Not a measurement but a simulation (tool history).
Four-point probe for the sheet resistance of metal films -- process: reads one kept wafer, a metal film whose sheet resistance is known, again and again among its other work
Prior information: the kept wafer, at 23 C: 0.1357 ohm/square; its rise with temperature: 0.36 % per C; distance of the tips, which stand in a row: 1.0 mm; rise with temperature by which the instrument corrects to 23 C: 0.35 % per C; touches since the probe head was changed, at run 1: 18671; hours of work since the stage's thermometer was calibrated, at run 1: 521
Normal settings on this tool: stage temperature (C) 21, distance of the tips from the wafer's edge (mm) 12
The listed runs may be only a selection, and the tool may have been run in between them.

run	hour	stage temperature (C)	distance of the tips from the wafer's edge (mm)	touches since the probe head was changed	hours of work since the stage's thermometer was calibrated	sheet resistance as the instrument gives it (ohm/square)
1	0.0	21	12	18671	521	0.134788
2	33.9	21	12	19198	539	0.134858
3	107.8	21	12	20346	578	0.134873
4	180.6	21	12	21477	616	0.134832
5	255.3	21	12	22637	655	0.134807
6	292.9	21	12	23220	675	0.134797
7	370.1	29	12	24420	715	0.134913
8	447.6	29	12	25624	756	0.134854
9	481.0	29	12	26143	773	0.134843
10	520.1	29	43	26750	794	0.134380
11	585.3	23	12	27763	828	0.134767
12	662.0	23	12	28955	868	0.134807
13	735.0	23	12	30089	906	0.134782
14	793.6	23	12	30999	937	0.134751
15	833.9	21	47	31624	958	0.134264
16	913.3	21	12	32858	1000	0.134729
17	947.9	21	12	33395	1018	0.134707
18	1023.3	21	12	34566	1057	0.134645
19	1091.9	21	5	35632	1093	0.137026
20	1146.6	24	28	36482	1122	0.134347
21	1180.7	23	16	37011	1140	0.134483
22	1243.4	35	12	37985	1173	0.134826
23	1323.0	18	7	39222	1214	0.135551
# hour 1327.8: stage's thermometer calibrated
24	1378.8	31	71	40080	27	0.134298
25	1443.3	34	17	41082	60	0.134573
26	1498.4	27	12	41939	89	0.134750
# hour 1538.1: stage's thermometer calibrated, once more
27	1568.1	18	43	43013	16	0.133966
28	1621.3	27	13	43840	44	0.134512
29	1664.6	32	17	44511	66	0.134317
30	1733.1	26	5	45575	102	0.136792
31	1770.5	28	74	46158	122	0.134054
32	1845.6	28	74	47323	161	0.134045
33	1896.4	23	18	48112	188	0.134214

3 options for the next run, each taken on its own from the tool as it stands now. Forecast them:
A	1947.4	21	4	48905	214	?
B	1947.4	20	54	48905	214	?
C	1947.4	31	12	48905	214	?

run	sheet resistance as the instrument gives it (ohm/square)
A	0.138284
B	0.133847
C	0.134529
Had the tool no hidden state, the same runs would have come out as:
run	sheet resistance as the instrument gives it (ohm/square)
A	0.140096
B	0.135605
C	0.136298
